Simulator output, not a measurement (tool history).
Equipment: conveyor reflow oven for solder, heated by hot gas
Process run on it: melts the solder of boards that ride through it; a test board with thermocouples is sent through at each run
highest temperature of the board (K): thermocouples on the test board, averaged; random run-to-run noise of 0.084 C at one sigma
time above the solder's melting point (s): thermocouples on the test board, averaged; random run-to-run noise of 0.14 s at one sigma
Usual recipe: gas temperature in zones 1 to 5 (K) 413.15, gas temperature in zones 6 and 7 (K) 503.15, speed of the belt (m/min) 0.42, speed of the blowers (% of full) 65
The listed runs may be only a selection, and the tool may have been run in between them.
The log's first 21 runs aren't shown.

run    hour  gas temperature in zones 1 to 5 (K)  gas temperature in zones 6 and 7 (K)  speed of the belt (m/min)  speed of the blowers (% of full)  highest temperature of the board (K)  time above the solder's melting point (s)
 22  1430.7                               424.15                                503.15                       0.45                                65                                490.19                                       65.4
     1471.4  -- flux residue cleaned out of gas plates and filters
 23  1477.5                               424.15                                503.15                       0.45                                65                                490.67                                         66
 24  1539.6                               399.15                                507.15                       0.42                                65                                492.21                                       62.5
 25  1631.4                               399.15                                496.15                       0.42                                82                                485.41                                       57.6
       1687  -- thermocouples of zones 6 and 7 changed
 26  1710.2                               399.15                                496.15                       0.42                                82                                484.11                                       56.1
 27  1778.7                               413.15                                495.15                       0.42                                79                                484.48                                       62.1
 28    1870                               413.15                                495.15                       0.42                                79                                484.41                                       62.1
     1901.8  -- flux residue cleaned out of gas plates and filters
 29  1932.2                               413.15                                504.15                       0.42                                54                                488.19                                       63.8
 30  1993.7                               412.15                                503.15                       0.42                                64                                489.23                                       65.1

Alternative continuations, all from the tool just after run 30; predict every row:
  A  2084.9                               405.15                                503.15                       0.42                                65                                     ?                                          ?
  B  2084.9                               412.15                                502.15                       0.42                                84                                     ?                                          ?
  C  2084.9                               412.15                                492.15                      0.482                                53                                     ?                                          ?
  D  2084.9                               407.15                                508.15                      0.385                                65                                     ?                                          ?

run  highest temperature of the board (K)  time above the solder's melting point (s)
  A                                488.39                                       61.3
  B                                491.84                                         68
  C                                473.17                                       37.8
  D                                495.68                                       74.9
Had the tool no hidden state, the same runs would have come out as:
run  highest temperature of the board (K)  time above the solder's melting point (s)
  A                                488.38                                       60.6
  B                                491.88                                       67.3
  C                                473.11                                       37.3
  D                                495.66                                       74.1
